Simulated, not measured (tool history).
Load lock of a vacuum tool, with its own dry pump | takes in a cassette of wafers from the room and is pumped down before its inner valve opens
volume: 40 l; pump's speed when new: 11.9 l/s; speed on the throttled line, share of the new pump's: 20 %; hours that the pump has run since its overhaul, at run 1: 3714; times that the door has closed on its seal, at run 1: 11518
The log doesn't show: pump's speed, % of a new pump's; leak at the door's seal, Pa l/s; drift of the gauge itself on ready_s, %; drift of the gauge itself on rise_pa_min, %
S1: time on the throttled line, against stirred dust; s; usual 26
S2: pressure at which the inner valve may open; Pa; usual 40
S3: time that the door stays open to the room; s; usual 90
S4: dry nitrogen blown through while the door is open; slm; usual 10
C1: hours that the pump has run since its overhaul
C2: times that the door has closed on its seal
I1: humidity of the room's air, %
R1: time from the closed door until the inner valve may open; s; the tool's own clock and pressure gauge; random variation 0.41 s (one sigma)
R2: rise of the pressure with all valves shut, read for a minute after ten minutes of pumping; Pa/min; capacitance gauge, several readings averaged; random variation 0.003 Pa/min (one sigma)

Run 1, day 0.000: usual settings; C1 3714; C2 11518; I1 44.9. Result: R1 48.5 s, R2 0.139 Pa/min.
Run 2, day 11.671: usual settings; C1 3994; C2 12387; I1 48.3. Result: R1 48.4 s, R2 0.155 Pa/min.
Run 3, day 23.279: usual settings; C1 4272; C2 13251; I1 44.7. Result: R1 49.1 s, R2 0.171 Pa/min.
Run 4, day 35.779: usual settings but S1 27 s; C1 4572; C2 14182; I1 48.0. Result: R1 50.2 s, R2 0.187 Pa/min.
Run 5, day 58.567: usual settings but S1 27 s; C1 5119; C2 15878; I1 43.8. Result: R1 50.2 s, R2 0.215 Pa/min.
Run 6, day 70.858: usual settings but S2 34 Pa; C1 5414; C2 16793; I1 42.3. Result: R1 50.0 s, R2 0.226 Pa/min.
Run 7, day 95.642: usual settings but S2 34 Pa; C1 6009; C2 18638; I1 46.0. Result: R1 49.9 s, R2 0.267 Pa/min.
Run 8, day 109.254: usual settings; C1 6336; C2 19651; I1 41.3. Result: R1 49.3 s, R2 0.278 Pa/min.
Run 9, day 130.821: usual settings; C1 6853; C2 21257; I1 44.7. Result: R1 50.0 s, R2 0.320 Pa/min.
Run 10, day 148.875: usual settings but S3 76 s; C1 7287; C2 22601; I1 44.9. Result: R1 49.8 s, R2 0.346 Pa/min.
Run 11, day 162.846: usual settings; C1 7622; C2 23641; I1 43.1. Result: R1 49.7 s, R2 0.369 Pa/min.
Run 12, day 182.258: usual settings; C1 8088; C2 25086; I1 44.0. Result: R1 50.3 s, R2 0.402 Pa/min.
Run 13, day 201.412: usual settings but S4 7 slm; C1 8547; C2 26511; I1 42.3. Result: R1 50.2 s, R2 0.452 Pa/min.
Run 14, day 212.629: usual settings but S1 40 s, S4 7 slm; C1 8817; C2 27346; I1 47.0. Result: R1 61.5 s, R2 0.487 Pa/min.
Run 15, day 238.592: usual settings but S1 40 s, S2 38 Pa, S3 49 s, S4 7 slm; C1 9440; C2 29279; I1 44.2. Result: R1 61.4 s, R2 0.522 Pa/min.
Run 16, day 260.833: usual settings but S1 40 s, S2 38 Pa, S3 49 s, S4 7 slm; C1 9974; C2 30935; I1 48.1. Result: R1 61.0 s, R2 0.556 Pa/min.
Run 17, day 275.608: usual settings but S1 16 s, S4 43 slm; C1 10328; C2 32035; I1 42.1. Result: R1 44.2 s, R2 0.569 Pa/min.
At day 287.500: door's seal changed, seat wiped.
Run 18, day 292.558: usual settings but S1 16 s, S2 54 Pa, S3 30 s, S4 7 slm; C1 10733; C2 377; I1 46.8. Result: R1 42.8 s, R2 0.034 Pa/min.
Run 19, day 311.129: usual settings but S1 16 s, S2 54 Pa, S3 30 s, S4 7 slm; C1 11179; C2 1759; I1 48.6. Result: R1 43.7 s, R2 0.044 Pa/min.
Run 20, day 335.142: usual settings but S1 16 s, S2 54 Pa, S3 30 s, S4 7 slm; C1 11756; C2 3547; I1 49.4. Result: R1 43.2 s, R2 0.059 Pa/min.
Run 21, day 351.842: usual settings but S1 16 s, S2 62 Pa; C1 12156; C2 4790; I1 45.6. Result: R1 43.8 s, R2 0.083 Pa/min.
Run 22, day 366.350: usual settings but S2 38 Pa, S3 205 s, S4 7 slm; C1 12504; C2 5870; I1 47.2. Result: R1 52.9 s, R2 0.143 Pa/min.
Run 23, day 388.817: usual settings but S1 25 s, S4 5 slm; C1 13044; C2 7542; I1 44.8. Result: R1 51.3 s, R2 0.130 Pa/min.
Run 24, day 401.933: usual settings but S1 23 s, S2 58 Pa; C1 13359; C2 8518; I1 45.2. Result: R1 49.2 s, R2 0.124 Pa/min.
Run 25, day 426.808: usual settings but S1 23 s, S2 58 Pa; C1 13955; C2 10370; I1 42.3. Result: R1 48.5 s, R2 0.149 Pa/min.
Run 26, day 451.792: usual settings but S1 23 s, S2 58 Pa; C1 14555; C2 12230; I1 44.6. Result: R1 48.3 s, R2 0.168 Pa/min.

5 ways to go on from here, each from the tool as it stands after run 26. What would each give?
Run A, day 470.733: usual settings but S2 44 Pa, S4 5 slm; C1 15010; C2 13640; I1 47.2. Result: R1 ?, R2 ?.
Run B, day 470.733: usual settings but S1 22 s, S2 58 Pa; C1 15010; C2 13640; I1 43.7. Result: R1 ?, R2 ?.
Run C, day 470.733: usual settings but S1 23 s, S2 58 Pa, S3 89 s; C1 15010; C2 13640; I1 46.3. Result: R1 ?, R2 ?.
Run D, day 470.733: usual settings but S1 19 s, S2 44 Pa, S4 9 slm; C1 15010; C2 13640; I1 45.2. Result: R1 ?, R2 ?.
Run E, day 470.733: usual settings but S1 28 s, S2 52 Pa; C1 15010; C2 13640; I1 46.3. Result: R1 ?, R2 ?.

run    R1     R2
  A  53.6  0.205
  B  49.2  0.191
  C  50.1  0.194
  D  47.9  0.199
  E  53.7  0.188
Without the tool's hidden state the same runs would have given:
run    R1     R2
  A  47.4  0.064
  B  42.8  0.052
  C  44.0  0.054
  D  41.2  0.058
  E  47.8  0.048

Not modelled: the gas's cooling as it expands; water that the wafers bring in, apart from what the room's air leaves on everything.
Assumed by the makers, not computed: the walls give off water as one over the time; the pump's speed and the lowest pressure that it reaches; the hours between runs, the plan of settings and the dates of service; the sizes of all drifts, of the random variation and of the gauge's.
